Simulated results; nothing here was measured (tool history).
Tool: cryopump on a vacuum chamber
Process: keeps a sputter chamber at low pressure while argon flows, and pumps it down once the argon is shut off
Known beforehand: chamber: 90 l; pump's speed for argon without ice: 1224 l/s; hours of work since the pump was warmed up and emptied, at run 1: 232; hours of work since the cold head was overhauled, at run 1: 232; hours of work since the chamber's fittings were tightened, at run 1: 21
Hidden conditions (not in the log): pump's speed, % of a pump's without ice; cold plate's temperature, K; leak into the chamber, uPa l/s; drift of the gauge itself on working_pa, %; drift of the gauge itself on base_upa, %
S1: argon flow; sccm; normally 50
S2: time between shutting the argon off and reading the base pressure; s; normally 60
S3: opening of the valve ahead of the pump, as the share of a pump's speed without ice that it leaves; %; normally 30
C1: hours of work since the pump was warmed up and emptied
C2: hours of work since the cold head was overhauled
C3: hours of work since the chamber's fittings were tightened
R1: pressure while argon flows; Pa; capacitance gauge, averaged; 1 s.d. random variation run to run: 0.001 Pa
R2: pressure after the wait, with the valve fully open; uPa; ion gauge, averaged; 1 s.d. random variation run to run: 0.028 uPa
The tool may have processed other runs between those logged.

| run | hour | S1 | S2 | S3 | C1 | C2 | C3 | R1 | R2 |
|---|---|---|---|---|---|---|---|---|---|
| 1 | 0 | 50 | 60 | 30 | 232 | 232 | 21 | 0.2339 | 1.36 |
| 2 | 27.8 | 50 | 60 | 30 | 247 | 247 | 36 | 0.2349 | 1.43 |
| 3 | 74.3 | 50 | 60 | 30 | 272 | 272 | 62 | 0.2365 | 1.51 |
| 4 | 114.2 | 50 | 60 | 30 | 294 | 294 | 84 | 0.2371 | 1.52 |
| 5 | 164.1 | 50 | 60 | 30 | 322 | 322 | 111 | 0.2364 | 1.62 |
| 6 | 205.9 | 50 | 60 | 30 | 345 | 345 | 134 | 0.2396 | 1.64 |
| 7 | 246.1 | 50 | 60 | 30 | 367 | 367 | 156 | 0.2373 | 1.74 |
| 8 | 278.3 | 50 | 228 | 30 | 385 | 385 | 174 | 0.2378 | 1.02 |
| 9 | 308.9 | 50 | 60 | 30 | 402 | 402 | 191 | 0.2393 | 1.85 |
| 10 | 347.5 | 50 | 293 | 30 | 423 | 423 | 212 | 0.24 | 1.08 |
| 11 | 379.5 | 50 | 60 | 30 | 440 | 440 | 230 | 0.2397 | 1.9 |
| 12 | 412.4 | 50 | 60 | 59 | 459 | 459 | 248 | 0.1278 | 2.06 |
| 13 | 452 | 50 | 36 | 30 | 480 | 480 | 269 | 0.2423 | 2.72 |
| 14 | 498.1 | 50 | 36 | 30 | 506 | 506 | 295 | 0.2419 | 2.77 |
| 15 | 521 | 50 | 60 | 30 | 518 | 518 | 307 | 0.2428 | 2.17 |
| 16 | 565.5 | 26 | 60 | 30 | 543 | 543 | 332 | 0.1251 | 2.27 |
| 17 | 613.6 | 26 | 60 | 30 | 569 | 569 | 358 | 0.1278 | 2.38 |
| 18 | 645.3 | 39 | 60 | 41 | 587 | 587 | 376 | 0.1422 | 2.36 |
| 19 | 672.4 | 50 | 108 | 30 | 602 | 602 | 391 | 0.2426 | 1.92 |
| 20 | 700.2 | 50 | 108 | 30 | 617 | 617 | 406 | 0.2445 | 2.09 |
| 21 | 725.2 | 77 | 60 | 17 | 631 | 631 | 420 | 0.6463 | 2.61 |
| 22 | 772.9 | 77 | 60 | 17 | 657 | 657 | 446 | 0.646 | 2.67 |
| 23 | 810.8 | 25 | 221 | 44 | 678 | 678 | 467 | 0.0861 | 1.94 |
| 24 | 833.5 | 25 | 79 | 27 | 690 | 690 | 479 | 0.137 | 2.52 |
| 25 | 862.1 | 25 | 79 | 27 | 706 | 706 | 495 | 0.1355 | 2.56 |
| 26 | 907.5 | 53 | 37 | 30 | 731 | 731 | 520 | 0.2623 | 3.65 |
| 27 | 938.8 | 46 | 123 | 16 | 748 | 748 | 537 | 0.4122 | 2.35 |
| 28 | 989.4 | 98 | 60 | 26 | 776 | 776 | 565 | 0.5547 | 3.01 |
| 29 | 1031.4 | 73 | 20 | 28 | 799 | 799 | 588 | 0.3905 | 5.21 |
| 30 | 1072.5 | 50 | 60 | 28 | 822 | 822 | 611 | 0.2674 | 3.19 |
| 31 | 1111 | 50 | 60 | 28 | 843 | 843 | 632 | 0.2681 | 3.27 |

Alternative continuations, all from the tool just after run 31; predict every row:
| A | 1159.9 | 50 | 87 | 25 | 870 | 870 | 659 | ? | ? |
| B | 1159.9 | 77 | 38 | 41 | 870 | 870 | 659 | ? | ? |
| C | 1159.9 | 30 | 82 | 43 | 870 | 870 | 659 | ? | ? |
| D | 1159.9 | 39 | 51 | 52 | 870 | 870 | 659 | ? | ? |
| E | 1159.9 | 34 | 32 | 30 | 870 | 870 | 659 | ? | ? |

| run | R1 | R2 |
|---|---|---|
| A | 0.2995 | 3.1 |
| B | 0.2927 | 3.96 |
| C | 0.1088 | 3.06 |
| D | 0.1202 | 3.6 |
| E | 0.1708 | 4.35 |
What these runs would have given with no unlogged condition in the tool:
| run | R1 | R2 |
|---|---|---|
| A | 0.2778 | 0.95 |
| B | 0.2595 | 1.85 |
| C | 0.0959 | 1 |
| D | 0.1034 | 1.47 |
| E | 0.1562 | 2.19 |

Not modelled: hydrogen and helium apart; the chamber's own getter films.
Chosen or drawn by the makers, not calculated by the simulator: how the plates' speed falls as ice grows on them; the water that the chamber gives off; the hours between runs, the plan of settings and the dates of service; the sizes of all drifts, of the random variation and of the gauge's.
